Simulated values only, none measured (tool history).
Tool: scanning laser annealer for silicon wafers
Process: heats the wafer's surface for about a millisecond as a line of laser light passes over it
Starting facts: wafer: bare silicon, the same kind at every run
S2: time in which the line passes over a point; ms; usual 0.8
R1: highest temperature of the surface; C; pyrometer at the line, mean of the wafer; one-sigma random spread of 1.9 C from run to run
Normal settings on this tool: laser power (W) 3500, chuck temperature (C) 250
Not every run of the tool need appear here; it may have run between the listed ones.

run 1 day=0 | laser_power_(W)=3500 S2=0.8 chuck_temperature_(C)=250 | R1=1064
run 2 day=1.538 | laser_power_(W)=3500 S2=0.766 chuck_temperature_(C)=250 | R1=1044
run 3 day=2.95 | laser_power_(W)=3500 S2=0.766 chuck_temperature_(C)=250 | R1=1044
run 4 day=4.617 | laser_power_(W)=3500 S2=0.8 chuck_temperature_(C)=250 | R1=1056
run 5 day=7.612 | laser_power_(W)=3500 S2=0.8 chuck_temperature_(C)=250 | R1=1054
run 6 day=9.512 | laser_power_(W)=3500 S2=0.8 chuck_temperature_(C)=250 | R1=1055
run 7 day=11.917 | laser_power_(W)=3500 S2=0.8 chuck_temperature_(C)=250 | R1=1046
run 8 day=13.725 | laser_power_(W)=3500 S2=0.8 chuck_temperature_(C)=250 | R1=1045
run 9 day=16.512 | laser_power_(W)=3500 S2=0.8 chuck_temperature_(C)=250 | R1=1039
-- day=17.029 window over the wafer cleaned
run 10 day=18.512 | laser_power_(W)=3500 S2=0.821 chuck_temperature_(C)=246 | R1=1088
run 11 day=20.146 | laser_power_(W)=3500 S2=0.821 chuck_temperature_(C)=246 | R1=1086
run 12 day=21.896 | laser_power_(W)=3500 S2=0.821 chuck_temperature_(C)=246 | R1=1083
run 13 day=24.346 | laser_power_(W)=3373 S2=0.821 chuck_temperature_(C)=238 | R1=1034
run 14 day=27.808 | laser_power_(W)=3373 S2=0.989 chuck_temperature_(C)=239 | R1=1110

The next listed run, before its measurement:
run 15 day=30.125 | laser_power_(W)=3373 S2=0.989 chuck_temperature_(C)=239 | R1=?

Run 15 came out at R1 1109 C.
If the tool had no hidden condition, the same run with the same run-to-run variation would have returned R1 1137 C.
